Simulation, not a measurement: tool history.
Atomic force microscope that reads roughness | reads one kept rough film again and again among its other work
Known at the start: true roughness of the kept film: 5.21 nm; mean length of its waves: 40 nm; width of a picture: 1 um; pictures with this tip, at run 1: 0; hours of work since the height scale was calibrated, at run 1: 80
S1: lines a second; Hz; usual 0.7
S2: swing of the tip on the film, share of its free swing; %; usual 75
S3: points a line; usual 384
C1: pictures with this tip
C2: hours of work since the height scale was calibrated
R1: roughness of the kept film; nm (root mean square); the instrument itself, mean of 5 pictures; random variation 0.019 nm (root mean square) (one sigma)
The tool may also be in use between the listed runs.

run 1 hour=0 | S1=0.7 S2=75 S3=384 | C1=0 C2=80 | R1=4.602
run 2 hour=11.9 | S1=0.7 S2=75 S3=944 | C1=15 C2=88 | R1=4.554
run 3 hour=31.1 | S1=0.7 S2=75 S3=944 | C1=38 C2=102 | R1=4.47
run 4 hour=46.8 | S1=0.7 S2=75 S3=384 | C1=57 C2=113 | R1=4.386
run 5 hour=62.3 | S1=0.689 S2=75 S3=384 | C1=76 C2=124 | R1=4.296
-- hour=64.7 height scale calibrated on a step standard
run 6 hour=78.3 | S1=1.81 S2=75 S3=384 | C1=94 C2=10 | R1=3.906
run 7 hour=97.1 | S1=1.81 S2=75 S3=384 | C1=117 C2=23 | R1=3.85
run 8 hour=119.8 | S1=0.7 S2=68 S3=908 | C1=144 C2=39 | R1=4.143
run 9 hour=131.3 | S1=0.593 S2=89 S3=384 | C1=158 C2=48 | R1=3.892
-- hour=140.7 new tip fitted
run 10 hour=142.9 | S1=0.858 S2=57 S3=564 | C1=2 C2=56 | R1=4.763
run 11 hour=158.9 | S1=2.487 S2=75 S3=384 | C1=22 C2=67 | R1=3.986
-- hour=168.8 height scale calibrated on a step standard, once more
run 12 hour=173.3 | S1=2.455 S2=80 S3=384 | C1=38 C2=3 | R1=3.752
run 13 hour=190.1 | S1=0.865 S2=66 S3=581 | C1=58 C2=15 | R1=4.45

The next listed run, before its measurement:
run 14 hour=200.8 | S1=1.382 S2=65 S3=804 | C1=71 C2=23 | R1=?

R1: 4.291 nm (root mean square)
Without the tool's hidden state the same run would have given R1 4.603 nm (root mean square).
